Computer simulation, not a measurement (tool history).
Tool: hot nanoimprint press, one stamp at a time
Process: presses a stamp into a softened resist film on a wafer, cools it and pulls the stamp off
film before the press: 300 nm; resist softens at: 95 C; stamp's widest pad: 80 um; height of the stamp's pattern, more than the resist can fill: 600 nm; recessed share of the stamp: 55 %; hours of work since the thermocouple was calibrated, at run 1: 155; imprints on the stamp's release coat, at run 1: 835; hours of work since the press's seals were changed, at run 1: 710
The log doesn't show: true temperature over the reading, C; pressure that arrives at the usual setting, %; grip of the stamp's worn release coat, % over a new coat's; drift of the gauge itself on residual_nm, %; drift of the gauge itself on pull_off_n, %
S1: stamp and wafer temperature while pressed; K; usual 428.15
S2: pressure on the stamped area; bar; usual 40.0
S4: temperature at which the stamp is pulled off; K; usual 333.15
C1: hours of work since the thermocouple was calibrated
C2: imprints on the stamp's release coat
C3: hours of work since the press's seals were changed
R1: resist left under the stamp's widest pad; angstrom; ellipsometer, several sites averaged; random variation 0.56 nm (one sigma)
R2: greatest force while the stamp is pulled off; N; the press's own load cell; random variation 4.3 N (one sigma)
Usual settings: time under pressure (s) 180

run 1 hour=0.0 | S1=428.15 S2=40.0 time_under_pressure_(s)=180 S4=333.15 | C1=155 C2=835 C3=710 | R1=1712 R2=206
run 2 hour=21.7 | S1=428.15 S2=40.0 time_under_pressure_(s)=180 S4=333.15 | C1=170 C2=939 C3=726 | R1=1710 R2=204
run 3 hour=43.2 | S1=428.15 S2=40.0 time_under_pressure_(s)=180 S4=333.15 | C1=186 C2=1042 C3=741 | R1=1697 R2=211
-- hour=72.8 press's hydraulic seals changed and the load cell set to zero
run 4 hour=79.9 | S1=428.15 S2=40.0 time_under_pressure_(s)=180 S4=333.15 | C1=207 C2=1180 C3=5 | R1=1699 R2=211
run 5 hour=99.1 | S1=428.15 S2=40.0 time_under_pressure_(s)=180 S4=333.15 | C1=221 C2=1272 C3=19 | R1=1705 R2=203
-- hour=136.7 stamp cleaned and given a new release coat
run 6 hour=138.6 | S1=428.15 S2=44.6 time_under_pressure_(s)=180 S4=333.15 | C1=245 C2=9 C3=43 | R1=1635 R2=203
-- hour=161.6 plate thermocouple calibrated
run 7 hour=163.2 | S1=418.15 S2=40.0 time_under_pressure_(s)=180 S4=333.15 | C1=1 C2=113 C3=59 | R1=2324 R2=214
run 8 hour=190.8 | S1=418.15 S2=40.0 time_under_pressure_(s)=180 S4=333.15 | C1=21 C2=245 C3=79 | R1=2323 R2=207
run 9 hour=217.7 | S1=432.15 S2=40.0 time_under_pressure_(s)=180 S4=333.15 | C1=40 C2=375 C3=98 | R1=1466 R2=209
run 10 hour=232.3 | S1=428.15 S2=40.0 time_under_pressure_(s)=180 S4=333.15 | C1=51 C2=445 C3=108 | R1=1700 R2=205
run 11 hour=262.6 | S1=428.15 S2=40.0 time_under_pressure_(s)=180 S4=333.15 | C1=73 C2=590 C3=130 | R1=1694 R2=212
run 12 hour=291.2 | S1=428.15 S2=40.0 time_under_pressure_(s)=180 S4=333.15 | C1=93 C2=728 C3=151 | R1=1698 R2=216
run 13 hour=324.8 | S1=428.15 S2=40.0 time_under_pressure_(s)=180 S4=333.15 | C1=118 C2=889 C3=175 | R1=1692 R2=214
run 14 hour=348.4 | S1=428.15 S2=40.0 time_under_pressure_(s)=180 S4=333.15 | C1=135 C2=1003 C3=192 | R1=1695 R2=210
run 15 hour=366.5 | S1=438.15 S2=40.0 time_under_pressure_(s)=180 S4=333.15 | C1=148 C2=1089 C3=205 | R1=1156 R2=211
run 16 hour=381.0 | S1=436.15 S2=40.0 time_under_pressure_(s)=313 S4=340.15 | C1=158 C2=1159 C3=216 | R1=1004 R2=198
run 17 hour=403.9 | S1=417.15 S2=36.6 time_under_pressure_(s)=247 S4=318.15 | C1=175 C2=1269 C3=232 | R1=2255 R2=223
-- hour=442.0 stamp cleaned and given a new release coat
run 18 hour=442.1 | S1=428.15 S2=40.0 time_under_pressure_(s)=158 S4=333.15 | C1=198 C2=1 C3=255 | R1=1765 R2=205
run 19 hour=472.7 | S1=428.15 S2=40.0 time_under_pressure_(s)=158 S4=333.15 | C1=220 C2=148 C3=278 | R1=1759 R2=205
run 20 hour=497.2 | S1=436.15 S2=40.0 time_under_pressure_(s)=226 S4=327.15 | C1=238 C2=265 C3=295 | R1=1141 R2=212
-- hour=531.6 plate thermocouple calibrated
run 21 hour=532.7 | S1=429.15 S2=40.0 time_under_pressure_(s)=180 S4=325.15 | C1=1 C2=421 C3=319 | R1=1632 R2=222
run 22 hour=558.9 | S1=428.15 S2=36.0 time_under_pressure_(s)=180 S4=325.15 | C1=20 C2=548 C3=338 | R1=1747 R2=216
run 23 hour=581.8 | S1=426.15 S2=35.6 time_under_pressure_(s)=258 S4=335.15 | C1=36 C2=658 C3=354 | R1=1679 R2=206
run 24 hour=598.6 | S1=426.15 S2=35.6 time_under_pressure_(s)=258 S4=335.15 | C1=48 C2=738 C3=366 | R1=1680 R2=203
run 25 hour=628.7 | S1=426.15 S2=35.6 time_under_pressure_(s)=258 S4=335.15 | C1=70 C2=883 C3=388 | R1=1679 R2=203
run 26 hour=660.8 | S1=426.15 S2=35.6 time_under_pressure_(s)=258 S4=335.15 | C1=93 C2=1037 C3=411 | R1=1675 R2=201
-- hour=680.6 gauge calibrated
run 27 hour=682.6 | S1=426.15 S2=35.6 time_under_pressure_(s)=258 S4=335.15 | C1=109 C2=1142 C3=427 | R1=1704 R2=198
run 28 hour=714.4 | S1=428.15 S2=25.3 time_under_pressure_(s)=180 S4=330.15 | C1=132 C2=1294 C3=450 | R1=2010 R2=219
-- hour=747.1 stamp cleaned and given a new release coat
run 29 hour=751.3 | S1=428.15 S2=25.3 time_under_pressure_(s)=180 S4=330.15 | C1=154 C2=20 C3=472 | R1=1997 R2=208

3 ways to go on from here, each from the tool as it stands after run 29. What would each give?
run A hour=784.4 | S1=428.15 S2=40.0 time_under_pressure_(s)=180 S4=340.15 | C1=178 C2=179 C3=496 | R1=? R2=?
run B hour=784.4 | S1=437.15 S2=25.8 time_under_pressure_(s)=180 S4=325.15 | C1=178 C2=179 C3=496 | R1=? R2=?
run C hour=784.4 | S1=431.15 S2=40.0 time_under_pressure_(s)=180 S4=333.15 | C1=178 C2=179 C3=496 | R1=? R2=?

run=A R1=1707 R2=205
run=B R1=1479 R2=219
run=C R1=1526 R2=200
Without the tool's hidden state the same runs would have given:
run=A R1=1712 R2=205
run=B R1=1483 R2=219
run=C R1=1530 R2=200
